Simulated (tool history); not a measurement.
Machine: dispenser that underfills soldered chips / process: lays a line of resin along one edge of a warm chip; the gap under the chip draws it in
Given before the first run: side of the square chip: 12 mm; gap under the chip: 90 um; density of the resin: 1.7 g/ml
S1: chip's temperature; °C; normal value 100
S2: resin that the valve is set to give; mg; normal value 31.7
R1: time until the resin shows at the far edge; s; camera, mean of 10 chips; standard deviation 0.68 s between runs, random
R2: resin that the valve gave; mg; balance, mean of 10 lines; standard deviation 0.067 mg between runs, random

run,hour,S1,S2,R1,R2
1,0.0,100,31.7,76.4,31.54
2,5.5,100,31.7,93.4,31.50
# hour 7.3: new syringe of resin
3,12.5,100,31.7,75.5,31.39
4,19.4,100,31.7,96.9,31.45
# hour 20.3: new syringe of resin
5,23.8,100,31.7,69.9,31.33
6,29.4,100,31.7,86.9,31.29
# hour 33.6: new syringe of resin
7,38.1,100,33.1,70.5,32.54
8,44.4,100,33.1,90.3,32.62
# hour 46.7: new syringe of resin
9,53.2,100,33.1,76.4,32.48
# hour 59.9: new syringe of resin
10,60.0,100,33.1,60.6,32.32
11,66.7,95,31.7,97.6,30.82
12,72.4,95,31.7,125.7,30.71
# hour 73.5: new syringe of resin
13,79.1,101,31.7,70.5,30.69
14,84.6,94,31.7,120.2,30.64
# hour 86.9: new syringe of resin
15,93.0,100,31.7,76.1,30.51
# hour 100.4: new syringe of resin
# hour 102.6: dispensing valve cleaned and set on the balance
16,102.6,100,31.7,61.3,31.84
17,106.1,100,31.7,70.8,31.71
18,112.2,108,30.8,65.9,30.71
# hour 114.7: new syringe of resin
19,117.5,96,33.4,75.8,33.31
20,121.7,101,40.6,72.6,40.36
# hour 128.4: new syringe of resin
21,129.5,110,33.5,42.0,33.36
22,133.3,110,33.5,47.7,33.24
23,139.0,110,33.5,60.5,33.12
# hour 141.4: new syringe of resin
24,146.9,94,29.0,95.3,28.61
25,150.8,109,29.0,62.0,28.58
# hour 155.1: new syringe of resin
26,155.6,100,39.2,59.0,38.60
27,163.1,87,39.6,137.6,38.99
# hour 168.4: new syringe of resin
28,169.0,101,38.0,56.1,37.27
29,173.7,108,31.9,52.7,31.13
30,177.8,92,28.8,122.8,28.06
# hour 181.5: new syringe of resin
31,183.6,92,28.8,91.5,28.11
32,188.0,107,32.6,58.1,31.81
# hour 194.8: new syringe of resin
33,195.1,107,32.6,45.5,31.69

The same runs without the tool's hidden state, with the same run-to-run variation:
What the log doesn't record here: resin's viscosity, % of fresh resin's; dose that the valve gives, % of what is set; true chip temperature over the reading, C; drift of the gauge itself on fill_s, %; drift of the gauge itself on given_mg, %.
run,R1,R2
1,61.3,31.66
2,60.3,31.69
3,62.8,31.66
4,61.5,31.79
5,61.8,31.72
6,61.7,31.74
7,60.7,33.11
8,60.7,33.26
9,60.8,33.22
10,60.8,33.14
11,75.1,31.68
12,77.2,31.63
13,58.0,31.69
14,79.9,31.70
15,61.8,31.66
16,61.2,31.75
17,61.4,31.67
18,44.9,30.72
19,70.7,33.39
20,57.3,40.50
21,41.4,33.56
22,40.5,33.50
23,41.2,33.43
24,79.3,28.96
25,44.0,28.97
26,59.3,39.19
27,103.3,39.69
28,56.1,38.02
29,43.6,31.80
30,86.5,28.71
31,86.5,28.82
32,46.2,32.66
33,46.3,32.61
